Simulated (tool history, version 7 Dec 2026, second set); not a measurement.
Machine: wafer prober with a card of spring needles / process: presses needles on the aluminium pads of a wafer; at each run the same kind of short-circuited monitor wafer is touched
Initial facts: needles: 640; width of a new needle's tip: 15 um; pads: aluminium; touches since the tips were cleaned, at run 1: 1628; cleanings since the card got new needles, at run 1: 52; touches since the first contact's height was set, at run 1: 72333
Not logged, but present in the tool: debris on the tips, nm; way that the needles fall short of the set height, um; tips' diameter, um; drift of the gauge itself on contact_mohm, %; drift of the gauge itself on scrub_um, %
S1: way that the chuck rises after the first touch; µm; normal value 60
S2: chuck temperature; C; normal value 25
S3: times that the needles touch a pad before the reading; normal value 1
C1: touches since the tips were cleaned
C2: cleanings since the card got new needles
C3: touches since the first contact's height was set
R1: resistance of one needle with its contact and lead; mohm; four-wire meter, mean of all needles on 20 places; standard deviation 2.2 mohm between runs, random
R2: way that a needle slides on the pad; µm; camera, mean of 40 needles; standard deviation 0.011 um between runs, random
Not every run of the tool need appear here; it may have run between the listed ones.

run    day  S1  S2  S3    C1  C2      C3   R1    R2
  1  0.000  60  25   1  1628  52   72333  288  7.45
     0.358  -- tips cleaned on abrasive film
  2  0.812  60  25   1  4923  53   81093  338  7.44
     0.871  -- tips cleaned on abrasive film
     1.392  -- tips cleaned on abrasive film
  3  1.704  60  25   1  3391  55   90687  319  7.41
     1.908  -- tips cleaned on abrasive film
  4  2.279  60  25   1  4001  56   96885  330  7.41
     2.408  -- tips cleaned on abrasive film
     2.896  -- tips cleaned on abrasive film
  5  3.125  60  25   1  2517  58  105997  308  7.38
     3.417  -- tips cleaned on abrasive film
     3.912  -- tips cleaned on abrasive film
  6  3.938  60  25   1   274  60  114710  265  7.36
     4.454  -- tips cleaned on abrasive film
  7  4.758  60  25   1  3301  61  123576  326  7.37
     4.938  -- tips cleaned on abrasive film
     5.117  -- height of the first contact set anew
  8  5.325  60  25   1  4055  62    2269  345  7.19
     5.450  -- tips cleaned on abrasive film
  9  5.862  60  25   1  4503  63    8084  346  7.17
     5.938  -- tips cleaned on abrasive film
     6.425  -- tips cleaned on abrasive film
 10  6.688  60  71   2  2851  65   16914  306  7.15
     6.938  -- height of the first contact set anew, once more
     6.942  -- tips cleaned on abrasive film
 11  7.100  45  30   2  1719  66    1719  306  5.69
     7.454  -- tips cleaned on abrasive film
 12  7.517  52  30   3   683  67    6186  267  6.55
     7.958  -- tips cleaned on abrasive film
 13  8.275  61  28   3  3448  68   14378  272  7.68
     8.508  -- tips cleaned on abrasive film
 14  8.804  71  31   1  3198  69   20066  301  8.94

Here are 4 independent what-if runs from the current tool condition. What would each one return?
     9.038  -- tips cleaned on abrasive film
  A  9.488  61  68   2  4898  70  27455   ?   ?
     9.038  -- tips cleaned on abrasive film
  B  9.488  76  65   3  4898  70  27455   ?   ?
     9.038  -- tips cleaned on abrasive film
  C  9.488  72  25   1  4898  70  27455   ?   ?
     9.038  -- tips cleaned on abrasive film
  D  9.488  42  49   1  4898  70  27455   ?   ?

run   R1    R2
  A  307  7.65
  B  274  9.56
  C  302  9.07
  D  428  5.27
Without the tool's unlogged condition, the same runs would have read:
run   R1    R2
  A  255  7.71
  B  252  9.63
  C  237  9.13
  D  256  5.33
